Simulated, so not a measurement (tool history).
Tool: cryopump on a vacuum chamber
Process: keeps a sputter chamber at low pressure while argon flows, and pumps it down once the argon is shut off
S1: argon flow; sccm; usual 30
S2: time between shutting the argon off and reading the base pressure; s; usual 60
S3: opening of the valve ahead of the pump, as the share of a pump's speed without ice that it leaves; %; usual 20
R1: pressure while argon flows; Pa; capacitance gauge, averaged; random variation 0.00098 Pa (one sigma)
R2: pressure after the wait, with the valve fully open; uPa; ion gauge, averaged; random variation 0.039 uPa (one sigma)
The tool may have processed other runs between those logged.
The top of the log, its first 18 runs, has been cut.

run	hour	S1	S2	S3	R1	R2
19	253.0	35	60	53	0.0946	2.91
20	269.1	12	61	40	0.0428	2.94
21	284.3	15	38	40	0.0525	4.22
22	302.1	58	58	40	0.2078	3.00
23	317.5	30	59	30	0.1441	3.01
24	332.7	57	24	54	0.1532	6.05
25	351.6	49	60	20	0.3487	2.93
26	365.3	49	60	20	0.3498	2.99
27	376.4	17	42	20	0.1214	3.93
28	396.2	16	53	20	0.1136	3.28
29	415.1	32	271	16	0.2839	1.48
30	434.2	21	229	15	0.1991	1.50
31	448.3	36	31	56	0.0940	4.84
32	463.7	36	31	56	0.0937	4.89
33	481.8	36	31	56	0.0943	4.77
34	498.1	16	60	18	0.1280	3.06

Alternative continuations, all from the tool just after run 34; predict every row:
A	518.8	45	60	20	?	?
B	518.8	43	142	38	?	?
C	518.8	26	60	18	?	?
D	518.8	30	60	59	?	?

run	R1	R2
A	0.3206	3.02
B	0.1641	1.86
C	0.2077	3.13
D	0.0751	3.00
Stripped of hidden state, with their random variation kept, the same runs would have yielded:
run	R1	R2
A	0.3150	2.22
B	0.1587	1.07
C	0.2044	2.30
D	0.0714	2.20
